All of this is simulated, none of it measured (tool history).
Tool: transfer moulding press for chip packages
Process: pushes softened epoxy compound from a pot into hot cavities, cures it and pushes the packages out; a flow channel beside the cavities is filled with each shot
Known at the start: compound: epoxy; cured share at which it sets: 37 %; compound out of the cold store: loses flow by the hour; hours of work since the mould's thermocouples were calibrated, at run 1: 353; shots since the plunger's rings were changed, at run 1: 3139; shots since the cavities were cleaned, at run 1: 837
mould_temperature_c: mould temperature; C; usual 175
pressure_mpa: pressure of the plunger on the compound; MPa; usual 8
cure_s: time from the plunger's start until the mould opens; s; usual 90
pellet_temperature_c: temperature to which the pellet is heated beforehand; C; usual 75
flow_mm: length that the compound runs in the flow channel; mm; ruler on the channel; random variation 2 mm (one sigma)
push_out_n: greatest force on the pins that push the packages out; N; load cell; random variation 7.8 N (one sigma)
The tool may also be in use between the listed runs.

run	hour	mould_temperature_c	pressure_mpa	cure_s	pellet_temperature_c	hours of work since the mould's thermocouples were calibrated	shots since the plunger's rings were changed	shots since the cavities were cleaned	incoming compound's hours out of the cold store	flow_mm	push_out_n
1	0	175	8	90	75	353	3139	837	25.9	656	539
# hour 17.2: mould's thermocouples calibrated
# hour 19.7: plunger's sealing rings changed
# hour 40.9: cavities cleaned with cleaning compound and waxed
2	78.8	175	8	90	75	29	533	351	27.1	682	452
3	161.3	175	8	90	75	71	1294	1112	12.8	703	605
# hour 167.5: cavities cleaned with cleaning compound and waxed
4	204.3	175	8	90	75	93	1677	340	16	693	468
5	285.4	175	8	106	75	134	2426	1089	10.3	697	464
# hour 301.3: cavities cleaned with cleaning compound and waxed
6	369.5	176	8	90	75	176	3189	630	12.3	681	488
# hour 377.8: plunger's sealing rings changed
# hour 433.8: cavities cleaned with cleaning compound and waxed
7	441.3	175	8	90	85	211	572	70	11.7	711	370

Run 8 comes next. What will it give?
8	504.1	175	8	90	75	243	1152	650	24.4	?	?

{"run 8": {"flow_mm": 680, "push_out_n": 499}}
Without the tool's hidden state the same run would have given flow_mm 688 mm, push_out_n 324 N.
